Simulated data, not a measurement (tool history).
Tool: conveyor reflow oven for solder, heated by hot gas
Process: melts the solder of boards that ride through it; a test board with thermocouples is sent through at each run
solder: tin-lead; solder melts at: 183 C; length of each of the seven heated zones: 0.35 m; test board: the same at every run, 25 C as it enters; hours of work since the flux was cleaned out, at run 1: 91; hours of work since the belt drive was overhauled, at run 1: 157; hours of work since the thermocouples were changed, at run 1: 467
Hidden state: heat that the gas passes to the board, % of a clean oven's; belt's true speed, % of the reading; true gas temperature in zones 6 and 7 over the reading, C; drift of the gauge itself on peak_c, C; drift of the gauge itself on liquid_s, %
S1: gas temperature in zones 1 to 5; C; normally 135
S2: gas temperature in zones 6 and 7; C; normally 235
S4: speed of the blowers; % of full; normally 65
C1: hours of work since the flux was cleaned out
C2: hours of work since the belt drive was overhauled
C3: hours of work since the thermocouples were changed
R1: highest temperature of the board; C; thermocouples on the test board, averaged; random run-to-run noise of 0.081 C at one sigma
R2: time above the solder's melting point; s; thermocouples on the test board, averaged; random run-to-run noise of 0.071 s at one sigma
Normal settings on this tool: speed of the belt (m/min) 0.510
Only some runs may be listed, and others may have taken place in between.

run 1 day=0.000 | S1=135 S2=235 speed_of_the_belt_(m/min)=0.510 S4=65 | C1=91 C2=157 C3=467 | R1=215.89 R2=59.18
run 2 day=0.608 | S1=135 S2=235 speed_of_the_belt_(m/min)=0.510 S4=51 | C1=99 C2=165 C3=475 | R1=209.71 R2=51.71
run 3 day=1.188 | S1=142 S2=235 speed_of_the_belt_(m/min)=0.510 S4=51 | C1=107 C2=173 C3=483 | R1=211.37 R2=56.45
run 4 day=1.742 | S1=142 S2=235 speed_of_the_belt_(m/min)=0.510 S4=51 | C1=115 C2=181 C3=491 | R1=211.28 R2=56.38
run 5 day=2.462 | S1=142 S2=235 speed_of_the_belt_(m/min)=0.510 S4=51 | C1=125 C2=190 C3=501 | R1=211.32 R2=56.17
run 6 day=3.200 | S1=142 S2=235 speed_of_the_belt_(m/min)=0.510 S4=51 | C1=135 C2=201 C3=511 | R1=211.33 R2=56.19
run 7 day=3.804 | S1=142 S2=235 speed_of_the_belt_(m/min)=0.510 S4=51 | C1=143 C2=209 C3=519 | R1=211.19 R2=56.12
run 8 day=4.446 | S1=142 S2=235 speed_of_the_belt_(m/min)=0.510 S4=51 | C1=152 C2=218 C3=528 | R1=211.17 R2=55.95
run 9 day=5.017 | S1=135 S2=235 speed_of_the_belt_(m/min)=0.510 S4=65 | C1=160 C2=226 C3=536 | R1=215.23 R2=59.02
run 10 day=5.875 | S1=135 S2=235 speed_of_the_belt_(m/min)=0.510 S4=85 | C1=172 C2=237 C3=548 | R1=221.20 R2=64.76
run 11 day=6.754 | S1=135 S2=235 speed_of_the_belt_(m/min)=0.510 S4=85 | C1=184 C2=249 C3=560 | R1=220.96 R2=64.73
run 12 day=7.408 | S1=135 S2=228 speed_of_the_belt_(m/min)=0.510 S4=65 | C1=193 C2=258 C3=569 | R1=209.33 R2=52.81
-- day=7.608 thermocouples of zones 6 and 7 changed
run 13 day=8.058 | S1=135 S2=233 speed_of_the_belt_(m/min)=0.510 S4=65 | C1=201 C2=266 C3=6 | R1=214.23 R2=57.73
run 14 day=8.912 | S1=147 S2=235 speed_of_the_belt_(m/min)=0.491 S4=89 | C1=212 C2=278 C3=18 | R1=224.86 R2=74.69
run 15 day=9.583 | S1=147 S2=247 speed_of_the_belt_(m/min)=0.491 S4=89 | C1=221 C2=287 C3=27 | R1=235.80 R2=80.52
run 16 day=10.058 | S1=147 S2=247 speed_of_the_belt_(m/min)=0.450 S4=89 | C1=228 C2=294 C3=34 | R1=237.92 R2=89.02
-- day=10.504 flux residue cleaned out of gas plates and filters
run 17 day=11.029 | S1=145 S2=247 speed_of_the_belt_(m/min)=0.510 S4=76 | C1=7 C2=304 C3=44 | R1=232.43 R2=74.97
run 18 day=11.808 | S1=145 S2=247 speed_of_the_belt_(m/min)=0.510 S4=76 | C1=18 C2=315 C3=55 | R1=232.28 R2=75.11
run 19 day=12.679 | S1=133 S2=249 speed_of_the_belt_(m/min)=0.545 S4=75 | C1=30 C2=327 C3=67 | R1=229.36 R2=64.50
run 20 day=13.542 | S1=133 S2=249 speed_of_the_belt_(m/min)=0.545 S4=75 | C1=42 C2=338 C3=79 | R1=229.47 R2=64.44
run 21 day=14.288 | S1=133 S2=249 speed_of_the_belt_(m/min)=0.545 S4=75 | C1=52 C2=349 C3=89 | R1=229.43 R2=64.46
run 22 day=14.825 | S1=135 S2=250 speed_of_the_belt_(m/min)=0.510 S4=79 | C1=59 C2=356 C3=96 | R1=234.16 R2=72.64
run 23 day=15.554 | S1=135 S2=250 speed_of_the_belt_(m/min)=0.510 S4=79 | C1=69 C2=366 C3=106 | R1=234.00 R2=72.61
run 24 day=16.433 | S1=135 S2=250 speed_of_the_belt_(m/min)=0.510 S4=79 | C1=81 C2=378 C3=118 | R1=233.93 R2=72.57
run 25 day=17.192 | S1=135 S2=250 speed_of_the_belt_(m/min)=0.510 S4=55 | C1=92 C2=389 C3=129 | R1=224.55 R2=65.96

What differs in the tool's unlogged condition from the final listed run ahead of each entry between runs to the first listed run following it?
In the gap between runs 12 and 13: thermocouples of zones 6 and 7 changed (day 7.608)
  heat that the gas passes to the board, % of a clean oven's: 95.4 -> 95.2; belt's true speed, % of the reading: 99.36 -> 99.34; true gas temperature in zones 6 and 7 over the reading, C: -0.77 -> -0.05
  the result without the hidden state subtracted from the measured one, R1: -1.53 -> -1.00 C; R2: -1.50 -> -0.76 s
In the gap between runs 16 and 17: flux residue cleaned out of gas plates and filters (day 10.504)
  heat that the gas passes to the board, % of a clean oven's: 94.6 -> 98.9; belt's true speed, % of the reading: 99.29 -> 99.27; true gas temperature in zones 6 and 7 over the reading, C: -0.1 -> -0.12
  the result without the hidden state subtracted from the measured one, R1: -1.10 -> -0.15 C; R2: +0.17 -> +0.48 s

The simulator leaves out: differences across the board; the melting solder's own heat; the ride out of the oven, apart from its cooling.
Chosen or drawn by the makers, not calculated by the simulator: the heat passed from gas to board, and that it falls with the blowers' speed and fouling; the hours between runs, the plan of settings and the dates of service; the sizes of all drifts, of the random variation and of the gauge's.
